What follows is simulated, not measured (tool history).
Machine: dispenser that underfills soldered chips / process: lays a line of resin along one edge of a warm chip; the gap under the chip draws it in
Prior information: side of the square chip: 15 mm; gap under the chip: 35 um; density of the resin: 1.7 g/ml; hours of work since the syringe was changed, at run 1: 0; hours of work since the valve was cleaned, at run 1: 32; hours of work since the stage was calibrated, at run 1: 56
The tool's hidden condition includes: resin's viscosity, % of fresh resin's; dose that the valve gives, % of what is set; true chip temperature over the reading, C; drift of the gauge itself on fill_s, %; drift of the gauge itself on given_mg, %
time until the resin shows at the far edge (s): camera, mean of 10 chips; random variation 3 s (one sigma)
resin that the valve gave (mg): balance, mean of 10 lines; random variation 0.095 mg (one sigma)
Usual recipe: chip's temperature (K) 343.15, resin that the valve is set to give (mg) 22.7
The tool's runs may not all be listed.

run   hour  chip's temperature (K)  resin that the valve is set to give (mg)  hours of work since the syringe was changed  hours of work since the valve was cleaned  hours of work since the stage was calibrated  time until the resin shows at the far edge (s)  resin that the valve gave (mg)
  1    0.0                  343.15                                      22.7                                            0                                         32                                            56                                           293.3                           22.33
  2    3.8                  348.15                                      22.7                                            3                                         34                                            59                                           254.1                           22.10
  3    9.0                  343.15                                      22.7                                            6                                         38                                            62                                           364.8                           22.14
      10.1  -- new syringe of resin
  4   14.8                  343.15                                      22.7                                            3                                         42                                            66                                           334.9                           22.00
  5   18.0                  343.15                                      22.7                                            6                                         44                                            69                                           360.0                           22.07
      20.1  -- new syringe of resin
      24.0  -- dispensing valve cleaned and set on the balance
  6   25.3                  343.15                                      22.7                                            3                                          1                                            73                                           333.0                           22.61
      30.8  -- new syringe of resin
  7   31.5                  343.15                                      22.7                                            0                                          5                                            77                                           307.7                           22.57
  8   34.4                  343.15                                      22.7                                            3                                          7                                            79                                           323.6                           22.66
  9   39.8                  343.15                                      22.7                                            6                                         11                                            83                                           372.6                           22.39
      40.6  -- new syringe of resin
 10   44.0                  343.15                                      22.7                                            2                                         14                                            86                                           322.2                           22.34
 11   48.6                  343.15                                      21.2                                            6                                         17                                            89                                           365.6                           20.92
      50.5  -- new syringe of resin
 12   51.4                  343.15                                      21.2                                            1                                         19                                            91                                           306.6                           20.84
 13   55.6                  343.15                                      25.1                                            4                                         22                                            94                                           330.3                           24.60
 14   58.1                  331.15                                      25.1                                            5                                         24                                            96                                           640.0                           24.40
      60.2  -- new syringe of resin
 15   62.8                  350.15                                      28.4                                            2                                         27                                            99                                           218.9                           27.71
 16   67.8                  350.15                                      28.4                                            5                                         30                                           102                                           250.4                           27.71
      70.0  -- new syringe of resin
 17   71.0                  354.15                                      27.2                                            1                                         33                                           104                                           180.7                           26.68
 18   77.1                  330.15                                      26.0                                            5                                         37                                           109                                           693.7                           25.25
      79.8  -- new syringe of resin
 19   80.0                  352.15                                      22.6                                            0                                         39                                           111                                           194.5                           22.07
 20   84.3                  352.15                                      22.6                                            3                                         42                                           114                                           217.1                           21.78
 21   88.4                  350.15                                      26.5                                            6                                         45                                           117                                           254.8                           25.53
      89.8  -- new syringe of resin
      93.7  -- dispensing valve cleaned and set on the balance
 22   95.3                  355.15                                      22.7                                            3                                          1                                           121                                           184.8                           22.77
 23   98.8                  330.15                                      20.1                                            6                                          4                                           123                                           714.0                           20.15
     100.8  -- new syringe of resin
 24  104.5                  342.15                                      22.8                                            3                                          7                                           127                                           341.1                           22.80

What does the tool deliver on the next run?
 25  107.1                  347.15                                      21.9                                            5                                          9                                           129                                               ?                               ?

Run 25 measured time until the resin shows at the far edge (s) 287.5, resin that the valve gave (mg) 21.85.
If the tool had no hidden condition, the same run with the same run-to-run variation would have returned time until the resin shows at the far edge (s) 248.3, resin that the valve gave (mg) 21.95.
